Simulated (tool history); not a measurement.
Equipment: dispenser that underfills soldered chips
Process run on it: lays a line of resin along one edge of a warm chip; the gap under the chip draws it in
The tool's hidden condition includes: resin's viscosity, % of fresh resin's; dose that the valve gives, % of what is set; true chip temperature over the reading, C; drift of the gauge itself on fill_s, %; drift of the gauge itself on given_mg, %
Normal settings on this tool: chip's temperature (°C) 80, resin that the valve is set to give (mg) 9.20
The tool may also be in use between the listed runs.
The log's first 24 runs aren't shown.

| run | hour | chip's temperature (°C) | resin that the valve is set to give (mg) | hours of work since the syringe was changed | hours of work since the valve was cleaned | hours of work since the stage was calibrated | time until the resin shows at the far edge (s) | resin that the valve gave (mg) |
|---|---|---|---|---|---|---|---|---|
|  | 154.2 | new syringe of resin |
| 25 | 158.5 | 84 | 11.68 | 3 | 74 | 352 | 131.0 | 11.37 |
| 26 | 166.1 | 87 | 9.17 | 9 | 80 | 357 | 146.8 | 8.84 |
|  | 169.2 | new syringe of resin |
| 27 | 173.4 | 65 | 7.95 | 3 | 85 | 362 | 254.8 | 7.70 |
| 28 | 177.2 | 80 | 11.96 | 6 | 88 | 365 | 164.9 | 11.60 |
|  | 180.8 | stage's temperature calibrated |
|  | 185.5 | new syringe of resin |
| 29 | 185.7 | 70 | 8.96 | 0 | 93 | 3 | 185.6 | 8.58 |
| 30 | 189.9 | 70 | 8.96 | 3 | 96 | 6 | 205.3 | 8.67 |
| 31 | 198.2 | 73 | 7.82 | 9 | 102 | 12 | 235.3 | 7.53 |
|  | 200.5 | new syringe of resin |
| 32 | 205.9 | 89 | 9.74 | 4 | 107 | 18 | 113.6 | 9.28 |
| 33 | 214.5 | 81 | 9.71 | 10 | 113 | 24 | 182.5 | 9.27 |
|  | 215.6 | new syringe of resin |
| 34 | 218.5 | 80 | 10.62 | 2 | 116 | 27 | 142.8 | 10.09 |
| 35 | 224.8 | 80 | 8.16 | 7 | 121 | 31 | 172.5 | 7.72 |

Forecast each of these 3 alternatives for the next run:
|  | 230.7 | new syringe of resin |
| A | 232.2 | 80 | 7.85 | 1 | 126 | 36 | ? | ? |
|  | 230.7 | new syringe of resin |
| B | 232.2 | 94 | 9.80 | 1 | 126 | 36 | ? | ? |
|  | 230.7 | new syringe of resin |
| C | 232.2 | 85 | 7.94 | 1 | 126 | 36 | ? | ? |

| run | time until the resin shows at the far edge (s) | resin that the valve gave (mg) |
|---|---|---|
| A | 149.2 | 7.43 |
| B | 92.4 | 9.36 |
| C | 125.0 | 7.55 |
The same runs, with their run-to-run variation unchanged, on a tool lacking any hidden condition would have given:
| run | time until the resin shows at the far edge (s) | resin that the valve gave (mg) |
|---|---|---|
| A | 137.4 | 7.83 |
| B | 86.2 | 9.86 |
| C | 115.3 | 7.96 |
